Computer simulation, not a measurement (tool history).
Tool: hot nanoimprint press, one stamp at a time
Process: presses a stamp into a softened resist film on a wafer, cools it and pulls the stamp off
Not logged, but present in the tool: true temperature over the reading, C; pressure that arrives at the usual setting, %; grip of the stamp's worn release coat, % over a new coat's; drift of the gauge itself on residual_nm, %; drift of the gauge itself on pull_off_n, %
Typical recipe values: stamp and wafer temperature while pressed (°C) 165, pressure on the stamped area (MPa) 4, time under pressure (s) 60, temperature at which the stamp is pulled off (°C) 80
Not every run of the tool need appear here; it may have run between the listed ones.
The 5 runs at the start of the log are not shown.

run   hour  stamp and wafer temperature while pressed (°C)  pressure on the stamped area (MPa)  time under pressure (s)  temperature at which the stamp is pulled off (°C)  hours of work since the thermocouple was calibrated  imprints on the stamp's release coat  hours of work since the press's seals were changed  resist left under the stamp's widest pad (angstrom)  greatest force while the stamp is pulled off (N)
  6   87.8                                             165                                5.92                       60                                                 80                                                   41                                  1467                                                 348                                                 2205                                               258
  7    104                                             162                                5.92                       60                                                 80                                                   49                                  1519                                                 356                                                 2645                                               268
  8  120.7                                             164                                5.92                       60                                                 80                                                   56                                  1573                                                 363                                                 2339                                               259
  9    132                                             165                                2.56                       60                                                 80                                                   62                                  1609                                                 369                                                 3384                                               268
 10  146.4                                             165                                   4                       60                                                 80                                                   68                                  1655                                                 375                                                 2722                                               273
 11  155.8                                             165                                   4                       60                                                 80                                                   73                                  1686                                                 380                                                 2702                                               273
 12  167.9                                             165                                   4                       60                                                 80                                                   78                                  1724                                                 385                                                 2680                                               272
 13  188.2                                             165                                   4                       60                                                 80                                                   88                                  1789                                                 395                                                 2679                                               285
 14  202.9                                             165                                   4                       60                                                 80                                                   95                                  1837                                                 402                                                 2686                                               278
 15  222.4                                             165                                   4                       60                                                 68                                                  104                                  1899                                                 411                                                 2700                                               338
     248.5  -- stamp cleaned and given a new release coat
 16  251.1                                             165                                   4                       60                                                 71                                                  114                                     8                                                 421                                                 2736                                               201
 17  266.6                                             172                                3.95                       41                                                 85                                                  122                                    58                                                 429                                                 2122                                               175
 18  281.8                                             161                                2.65                       72                                                 80                                                  129                                   107                                                 436                                                 3890                                               190
 19  294.7                                             161                                5.28                       81                                                 80                                                  135                                   148                                                 442                                                 2692                                               187
 20  309.2                                             161                                5.28                       81                                                 80                                                  141                                   195                                                 448                                                 2718                                               192
 21    332                                             165                                   4                       60                                                 85                                                  152                                   268                                                 459                                                 2728                                               184
 22  341.9                                             165                                   4                       60                                                 85                                                  157                                   300                                                 464                                                 2724                                               188
 23  351.3                                             162                                   4                       60                                                 80                                                  161                                   330                                                 468                                                 3255                                               199
 24  365.8                                             169                                5.09                       52                                                 82                                                  168                                   376                                                 475                                                 1998                                               197
 25  377.5                                             169                                5.09                       52                                                 82                                                  173                                   414                                                 480                                                 2029                                               201
 26  390.9                                             160                                5.09                       52                                                 86                                                  180                                   457                                                 487                                                 3509                                               188
 27  412.3                                             160                                5.09                       52                                                 86                                                  189                                   526                                                 497                                                 3471                                               187
 28  430.1                                             160                                5.09                       52                                                 86                                                  198                                   583                                                 505                                                 3454                                               200
 29  447.5                                             160                                5.09                       52                                                 76                                                  206                                   639                                                 513                                                 3490                                               228
 30  457.2                                             160                                5.09                       52                                                 76                                                  210                                   670                                                 517                                                 3488                                               226

Forecast each of these 4 alternatives for the next run:
  A  477.5                                             165                                   4                       60                                                 77                                                  220                                   735                                                 527                                                    ?                                                 ?
  B  477.5                                             165                                   4                       61                                                 77                                                  220                                   735                                                 527                                                    ?                                                 ?
  C  477.5                                             173                                   4                       36                                                 80                                                  220                                   735                                                 527                                                    ?                                                 ?
  D  477.5                                             165                                   4                       54                                                 80                                                  220                                   735                                                 527                                                    ?                                                 ?

run  resist left under the stamp's widest pad (angstrom)  greatest force while the stamp is pulled off (N)
  A                                                 2752                                               226
  B                                                 2753                                               229
  C                                                 2100                                               219
  D                                                 2848                                               216
Had the tool no hidden state, the same runs would have come out as:
run  resist left under the stamp's widest pad (angstrom)  greatest force while the stamp is pulled off (N)
  A                                                 2715                                               183
  B                                                 2716                                               186
  C                                                 2071                                               177
  D                                                 2810                                               175

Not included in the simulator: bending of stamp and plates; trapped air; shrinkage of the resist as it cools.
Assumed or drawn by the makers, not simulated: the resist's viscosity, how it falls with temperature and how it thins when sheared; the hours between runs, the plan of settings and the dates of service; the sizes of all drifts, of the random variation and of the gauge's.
